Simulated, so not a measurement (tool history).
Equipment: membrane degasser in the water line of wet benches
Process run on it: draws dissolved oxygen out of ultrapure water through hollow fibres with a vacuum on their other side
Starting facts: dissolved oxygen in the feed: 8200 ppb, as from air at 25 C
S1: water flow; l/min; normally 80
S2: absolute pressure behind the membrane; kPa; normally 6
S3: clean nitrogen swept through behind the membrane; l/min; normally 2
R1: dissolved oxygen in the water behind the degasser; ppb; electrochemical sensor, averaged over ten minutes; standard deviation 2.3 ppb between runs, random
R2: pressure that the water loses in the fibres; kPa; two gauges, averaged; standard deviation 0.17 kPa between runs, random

run     day  S1    S2    S3     R1     R2
  1       0  80     6     2  334.6  41.21
  2   2.529  80     6     2  328.8   40.9
  3   4.512  80     6     2    330  41.01
  4   6.808  80     6     2  331.9  41.27
  5    8.95  80     6     2  330.6  41.05
  6  10.358  80     6     2  331.3  40.78
  7  11.588  80     6     2  329.5  41.25
  8  14.192  80     6     2  337.4  40.94
  9  16.712  80     6     2  332.6  41.06
     16.996  -- vacuum gauge calibrated
 10  19.233  80     6  4.77  218.2   41.1
 11      21  80     6     2  336.7  41.45
 12  23.979  80     6     2    342  41.13
 13  26.288  80     6     2  335.8  41.22
 14  28.279  80     6     2  340.8  41.07
 15  30.979  80  7.85     2  474.6  41.11
     31.346  -- vacuum gauge calibrated, once more
 16  34.017  80  7.85     2  468.9  41.34
 17  36.133  80  6.86     2  392.7   41.1
 18   38.05  80  6.86     2  388.9   41.1
 19  39.517  80  6.86     2    391  41.02
 20  40.892  80  6.86     2  389.7  41.27
 21  42.154  80     6  2.29    310  41.41
 22  43.629  80     6  1.32  407.6  41.09
 23  44.888  70  8.74     2  452.7  35.98
 24  46.621  70  9.93     2  536.7  36.13
 25  48.433  82     5  1.07  346.5  42.24
 26  49.879  82     5  1.07  347.5  42.43
 27  52.658  97     5  1.11  420.4  49.76
 28  54.362  97     5  1.11  425.7   50.1
 29   56.25  80     6   2.1  322.6  41.06
 30  58.242  80     6   2.1  322.6   41.3
 31  60.046  80     6   2.1  320.4   41.2
 32  62.504  80     6   2.1  324.1  41.23
 33  64.129  54     6  2.75  159.4  28.16

Measured result minus the same run's result without the hidden state. Both carry the same run-to-run variation, though not necessarily the same gauge scatter:
The hidden state here: membrane still open, %; true pressure behind the membrane over the reading, kPa; air that leaks in behind the membrane, l/min; drift of the gauge itself on oxygen_ppb, %; drift of the gauge itself on loss_of_pressure_kpa, %.
run     R1     R2
  1   +9.5  +0.29
  2   +9.5   +0.3
  3   +9.8  +0.31
  4    +10  +0.31
  5  +10.1  +0.32
  6  +10.3  +0.32
  7  +10.3  +0.33
  8  +10.9  +0.34
  9  +10.9  +0.35
 10   +9.6  +0.35
 11  +15.4  +0.37
 12    +16  +0.38
 13  +15.8  +0.39
 14  +16.3   +0.4
 15    +16  +0.41
 16     +6  +0.42
 17   +6.2  +0.43
 18   +6.3  +0.43
 19   +6.5  +0.44
 20   +6.6  +0.45
 21   +6.8  +0.45
 22   +7.4  +0.46
 23   +5.6   +0.4
 24   +5.8   +0.4
 25   +8.7  +0.48
 26   +8.9   +0.5
 27  +11.4   +0.6
 28  +11.8   +0.6
 29   +8.2   +0.5
 30   +8.4  +0.52
 31   +8.5  +0.51
 32   +8.9  +0.53
 33   +4.6  +0.36
